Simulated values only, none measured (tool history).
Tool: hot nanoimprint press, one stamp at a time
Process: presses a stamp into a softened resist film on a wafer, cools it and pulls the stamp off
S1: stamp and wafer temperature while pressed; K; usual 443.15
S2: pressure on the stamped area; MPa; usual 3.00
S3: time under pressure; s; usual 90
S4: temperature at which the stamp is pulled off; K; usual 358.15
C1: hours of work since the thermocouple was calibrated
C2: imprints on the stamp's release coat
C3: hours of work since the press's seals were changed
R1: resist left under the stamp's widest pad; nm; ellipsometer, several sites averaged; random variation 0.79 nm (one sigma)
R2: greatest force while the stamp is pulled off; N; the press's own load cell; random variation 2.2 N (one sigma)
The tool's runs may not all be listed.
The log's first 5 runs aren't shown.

{"run": 6, "hour": 51.9, "S1": 443.15, "S2": 3.48, "S3": 75, "S4": 358.15, "C1": 443, "C2": 1032, "C3": 210, "R1": 93.6, "R2": 110}
{"run": 7, "hour": 65.3, "S1": 443.15, "S2": 3.48, "S3": 75, "S4": 356.15, "C1": 450, "C2": 1084, "C3": 217, "R1": 94.7, "R2": 114}
{"run": 8, "hour": 79.1, "S1": 443.15, "S2": 4.76, "S3": 90, "S4": 358.15, "C1": 457, "C2": 1138, "C3": 224, "R1": 72.5, "R2": 112}
{"run": 9, "hour": 87.1, "S1": 443.15, "S2": 4.76, "S3": 90, "S4": 358.15, "C1": 462, "C2": 1170, "C3": 229, "R1": 74.0, "R2": 115}
{"run": 10, "hour": 101.7, "S1": 443.15, "S2": 4.76, "S3": 90, "S4": 358.15, "C1": 470, "C2": 1227, "C3": 237, "R1": 73.5, "R2": 112}
{"run": 11, "hour": 113.2, "S1": 443.15, "S2": 4.76, "S3": 90, "S4": 358.15, "C1": 476, "C2": 1272, "C3": 243, "R1": 73.7, "R2": 115}
{"run": 12, "hour": 124.3, "S1": 443.15, "S2": 4.76, "S3": 90, "S4": 358.15, "C1": 482, "C2": 1315, "C3": 249, "R1": 73.2, "R2": 115}
{"run": 13, "hour": 132.1, "S1": 443.15, "S2": 3.0, "S3": 176, "S4": 358.15, "C1": 486, "C2": 1346, "C3": 253, "R1": 72.6, "R2": 114}
{"run": 14, "hour": 146.3, "S1": 443.15, "S2": 3.0, "S3": 90, "S4": 355.15, "C1": 494, "C2": 1401, "C3": 261, "R1": 94.5, "R2": 119}
{"run": 15, "hour": 161.1, "S1": 443.15, "S2": 3.0, "S3": 90, "S4": 358.15, "C1": 501, "C2": 1459, "C3": 269, "R1": 93.1, "R2": 119}
{"run": 16, "hour": 168.9, "S1": 443.15, "S2": 3.0, "S3": 90, "S4": 358.15, "C1": 506, "C2": 1489, "C3": 273, "R1": 93.3, "R2": 120}
{"run": 17, "hour": 176.4, "S1": 454.15, "S2": 3.0, "S3": 90, "S4": 345.15, "C1": 510, "C2": 1519, "C3": 277, "R1": 59.9, "R2": 148}
{"run": 18, "hour": 190.0, "S1": 443.15, "S2": 4.39, "S3": 67, "S4": 354.15, "C1": 517, "C2": 1572, "C3": 284, "R1": 85.9, "R2": 125}

Forecast run 19:
{"run": 19, "hour": 204.6, "S1": 437.15, "S2": 3.0, "S3": 162, "S4": 358.15, "C1": 525, "C2": 1629, "C3": 292, "R1": "?", "R2": "?"}

R1: 99.4 nm
R2: 117 N
Without the tool's hidden state the same run would have given R1 110.3 nm, R2 99 N.

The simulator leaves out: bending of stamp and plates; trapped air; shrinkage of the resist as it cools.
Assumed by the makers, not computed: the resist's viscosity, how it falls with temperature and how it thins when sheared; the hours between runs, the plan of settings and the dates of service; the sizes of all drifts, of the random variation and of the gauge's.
